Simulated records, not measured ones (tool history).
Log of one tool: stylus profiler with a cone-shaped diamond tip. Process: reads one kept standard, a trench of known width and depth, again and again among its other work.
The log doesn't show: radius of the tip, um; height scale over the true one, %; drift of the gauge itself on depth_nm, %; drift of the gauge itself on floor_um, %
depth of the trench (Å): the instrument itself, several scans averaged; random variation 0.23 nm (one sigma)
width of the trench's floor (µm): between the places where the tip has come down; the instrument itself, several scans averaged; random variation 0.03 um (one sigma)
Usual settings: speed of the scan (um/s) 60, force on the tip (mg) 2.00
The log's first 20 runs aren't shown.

run,hour,speed of the scan (um/s),force on the tip (mg),scans with this tip,hours of work since the height scale was calibrated,depth of the trench (Å),width of the trench's floor (µm)
# hour 429.4: height scale calibrated on a step standard, once more
21,440.8,60,2.00,4921,8,10138.0,95.10
22,458.4,60,2.00,5011,19,10139.9,95.06
23,477.9,60,2.00,5111,32,10138.9,95.07
24,499.0,60,2.00,5219,46,10142.1,95.03
25,514.5,134,4.08,5298,57,10231.4,94.89
26,539.2,68,2.52,5424,73,10165.8,94.99
27,566.4,145,2.94,5563,91,10184.1,94.77
28,578.6,50,1.07,5626,100,10092.8,94.88
29,601.2,172,1.70,5741,115,10127.9,94.55
30,624.5,57,4.52,5861,130,10248.6,94.96
31,651.6,57,4.52,5999,148,10246.9,94.88
32,664.2,60,3.38,6063,157,10202.2,94.87
33,689.9,60,3.38,6195,174,10205.3,94.78
34,703.9,43,1.82,6267,183,10133.9,94.88
35,724.7,16,1.82,6373,197,10137.3,94.88
36,749.7,218,0.98,6501,214,10093.0,93.98
37,764.6,16,1.79,6577,224,10134.0,94.85
38,783.6,16,1.79,6674,236,10132.8,94.80
39,807.2,16,0.80,6795,252,10083.7,94.80
40,821.4,16,0.80,6868,262,10083.3,94.73
41,834.6,16,1.36,6935,270,10113.1,94.74
42,864.6,68,0.76,7088,291,10076.3,94.50
43,879.2,50,5.31,7163,300,10282.6,94.70

5 ways to go on from here, each from the tool as it stands after run 43. What would each give?
A,908.8,23,0.98,7315,320,?,?
B,908.8,80,5.53,7315,320,?,?
C,908.8,40,5.31,7315,320,?,?
D,908.8,56,0.89,7315,320,?,?
E,908.8,52,0.81,7315,320,?,?

run,depth of the trench (Å),width of the trench's floor (µm)
A,10098.0,94.59
B,10286.9,94.58
C,10282.8,94.69
D,10089.3,94.52
E,10081.9,94.50
Without the tool's hidden state the same runs would have given:
run,depth of the trench (Å),width of the trench's floor (µm)
A,10090.6,96.40
B,10279.4,96.39
C,10275.3,96.49
D,10082.0,96.32
E,10074.5,96.30

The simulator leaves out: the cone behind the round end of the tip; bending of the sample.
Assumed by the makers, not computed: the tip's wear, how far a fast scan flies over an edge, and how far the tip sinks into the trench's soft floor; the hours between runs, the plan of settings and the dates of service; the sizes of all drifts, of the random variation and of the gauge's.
